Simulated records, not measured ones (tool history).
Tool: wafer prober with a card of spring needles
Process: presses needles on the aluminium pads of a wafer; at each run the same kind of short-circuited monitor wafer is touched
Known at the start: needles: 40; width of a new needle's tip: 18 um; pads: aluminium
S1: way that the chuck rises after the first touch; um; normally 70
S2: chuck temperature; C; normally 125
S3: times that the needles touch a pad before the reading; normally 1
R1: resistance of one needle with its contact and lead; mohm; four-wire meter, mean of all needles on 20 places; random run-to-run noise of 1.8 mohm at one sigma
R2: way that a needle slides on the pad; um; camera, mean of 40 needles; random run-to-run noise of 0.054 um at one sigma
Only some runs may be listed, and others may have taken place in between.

run    day  S1   S2  S3   R1     R2
  1  0.000  70  125   1  554  13.33
     0.104  -- tips cleaned on abrasive film
     0.500  -- tips cleaned on abrasive film
     0.921  -- tips cleaned on abrasive film
  2  1.029  70  125   1  347  13.15
     1.354  -- tips cleaned on abrasive film
  3  1.525  70  125   1  448  13.19
     1.788  -- tips cleaned on abrasive film
     2.279  -- tips cleaned on abrasive film
  4  2.338  70  125   1  323  13.09
     2.775  -- tips cleaned on abrasive film
  5  3.012  70   73   1  498  13.17
     3.188  -- tips cleaned on abrasive film
  6  3.525  70   82   1  579  13.08
     3.625  -- tips cleaned on abrasive film
     4.079  -- tips cleaned on abrasive film
     4.479  -- tips cleaned on abrasive film
  7  4.642  70   82   1  453  13.03
     4.938  -- tips cleaned on abrasive film
  8  5.179  70   82   1  532  13.00
     5.421  -- tips cleaned on abrasive film
     5.833  -- tips cleaned on abrasive film
  9  5.838  70   82   1  220  12.86
     6.275  -- tips cleaned on abrasive film
 10  6.579  70  107   3  317  12.98
     6.708  -- tips cleaned on abrasive film
     7.112  -- tips cleaned on abrasive film
 11  7.142  59   40   3  225  10.74

A few steps of R1 between consecutive runs. Split each: what settings, incoming material and random variation would produce without the hidden state, and what is left over for the hidden state, along with gauge scatter present in only one of the two compared results (measured, and without hidden state):
The hidden state here: debris on the tips, nm; way that the needles fall short of the set height, um; tips' diameter, um; drift of the gauge itself on contact_mohm, %; drift of the gauge itself on scrub_um, %.
Run 8 -> 9: tips cleaned on abrasive film, tips cleaned on abrasive film. R1 -312 mohm: hidden state -310, all else -2.

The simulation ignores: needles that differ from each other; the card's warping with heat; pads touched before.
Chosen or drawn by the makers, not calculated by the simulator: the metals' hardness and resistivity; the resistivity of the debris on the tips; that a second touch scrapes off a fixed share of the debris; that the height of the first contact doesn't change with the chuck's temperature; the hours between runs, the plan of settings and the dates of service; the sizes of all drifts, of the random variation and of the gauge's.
